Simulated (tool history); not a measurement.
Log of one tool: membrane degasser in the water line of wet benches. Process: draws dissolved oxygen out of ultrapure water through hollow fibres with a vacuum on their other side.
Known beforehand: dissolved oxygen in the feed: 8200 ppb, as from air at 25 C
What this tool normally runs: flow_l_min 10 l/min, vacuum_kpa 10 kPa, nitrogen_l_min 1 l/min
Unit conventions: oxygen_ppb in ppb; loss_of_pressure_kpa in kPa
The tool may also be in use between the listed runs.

{"run": 1, "day": 0.0, "flow_l_min": 10, "vacuum_kpa": 10, "nitrogen_l_min": 1, "oxygen_ppb": 163.5, "loss_of_pressure_kpa": 28.39}
{"run": 2, "day": 2.954, "flow_l_min": 13, "vacuum_kpa": 10, "nitrogen_l_min": 1, "oxygen_ppb": 218.5, "loss_of_pressure_kpa": 37.11}
{"run": 3, "day": 6.583, "flow_l_min": 13, "vacuum_kpa": 10, "nitrogen_l_min": 1, "oxygen_ppb": 217.7, "loss_of_pressure_kpa": 37.22}
{"run": 4, "day": 11.133, "flow_l_min": 13, "vacuum_kpa": 10, "nitrogen_l_min": 1, "oxygen_ppb": 219.1, "loss_of_pressure_kpa": 37.19}
{"run": 5, "day": 15.725, "flow_l_min": 10, "vacuum_kpa": 10, "nitrogen_l_min": 1, "oxygen_ppb": 163, "loss_of_pressure_kpa": 28.64}
{"day": 20.042, "done": "seals of the vacuum lines changed"}
{"run": 6, "day": 20.921, "flow_l_min": 10, "vacuum_kpa": 10, "nitrogen_l_min": 1.44, "oxygen_ppb": 117.5, "loss_of_pressure_kpa": 28.64}
{"run": 7, "day": 24.229, "flow_l_min": 10, "vacuum_kpa": 10, "nitrogen_l_min": 1.44, "oxygen_ppb": 114.8, "loss_of_pressure_kpa": 28.63}

For run 8, what comes out?
{"run": 8, "day": 28.888, "flow_l_min": 15, "vacuum_kpa": 8.7, "nitrogen_l_min": 1.44, "oxygen_ppb": "?", "loss_of_pressure_kpa": "?"}

For run 8 the tool returned oxygen_ppb 168.4 ppb, loss_of_pressure_kpa 42.81 kPa.
Were there no unlogged condition in the tool, this run, its random variation unchanged, would have produced oxygen_ppb 168.1 ppb, loss_of_pressure_kpa 42.77 kPa.
